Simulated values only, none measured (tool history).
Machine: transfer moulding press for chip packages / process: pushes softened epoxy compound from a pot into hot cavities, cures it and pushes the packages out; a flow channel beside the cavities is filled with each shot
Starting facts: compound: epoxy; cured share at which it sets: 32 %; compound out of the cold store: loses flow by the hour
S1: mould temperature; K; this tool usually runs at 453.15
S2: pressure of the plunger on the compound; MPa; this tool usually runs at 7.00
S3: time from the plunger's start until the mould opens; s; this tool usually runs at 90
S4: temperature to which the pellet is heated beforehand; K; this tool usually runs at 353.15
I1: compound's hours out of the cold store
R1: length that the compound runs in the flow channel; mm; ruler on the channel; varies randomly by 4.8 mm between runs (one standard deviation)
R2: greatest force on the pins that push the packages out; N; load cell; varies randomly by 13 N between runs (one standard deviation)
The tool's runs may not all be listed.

| run | hour | S1 | S2 | S3 | S4 | I1 | R1 | R2 |
|---|---|---|---|---|---|---|---|---|
| 1 | 0.0 | 453.15 | 7.00 | 90 | 353.15 | 31.0 | 605 | 632 |
| 2 | 8.2 | 453.15 | 7.00 | 90 | 353.15 | 35.8 | 576 | 616 |
| 3 | 12.8 | 453.15 | 7.00 | 90 | 353.15 | 26.0 | 611 | 637 |
| 4 | 21.8 | 456.15 | 7.00 | 90 | 353.15 | 21.3 | 625 | 552 |
| 5 | 31.0 | 456.15 | 7.00 | 90 | 353.15 | 42.8 | 555 | 524 |
| 6 | 36.2 | 456.15 | 7.00 | 90 | 353.15 | 32.6 | 597 | 525 |
| 7 | 41.5 | 456.15 | 7.00 | 90 | 353.15 | 18.7 | 640 | 558 |
| 8 | 51.5 | 461.15 | 7.00 | 90 | 353.15 | 38.3 | 558 | 461 |
|  | 57.2 | cavities cleaned with cleaning compound and waxed |
| 9 | 57.9 | 461.15 | 7.00 | 90 | 353.15 | 25.0 | 599 | 473 |
| 10 | 64.4 | 453.15 | 5.59 | 90 | 353.15 | 34.3 | 524 | 620 |
| 11 | 73.4 | 453.15 | 5.59 | 90 | 353.15 | 18.6 | 572 | 646 |
| 12 | 83.2 | 453.15 | 5.59 | 90 | 353.15 | 46.6 | 493 | 627 |
| 13 | 89.9 | 453.15 | 6.71 | 90 | 353.15 | 41.8 | 556 | 650 |
| 14 | 97.4 | 453.15 | 7.00 | 90 | 353.15 | 31.6 | 591 | 647 |
| 15 | 105.9 | 455.15 | 6.39 | 123 | 353.15 | 31.3 | 572 | 432 |
| 16 | 111.7 | 455.15 | 6.39 | 123 | 345.15 | 47.6 | 521 | 425 |

Forecast run 17:
|  | 114.1 | cavities cleaned with cleaning compound and waxed |
| 17 | 123.4 | 446.15 | 5.62 | 126 | 353.15 | 23.5 | ? | ? |

Run 17 gave R1 569 mm, R2 538 N.
Minus the tool's unlogged condition, the same run would have read R1 569 mm, R2 536 N.
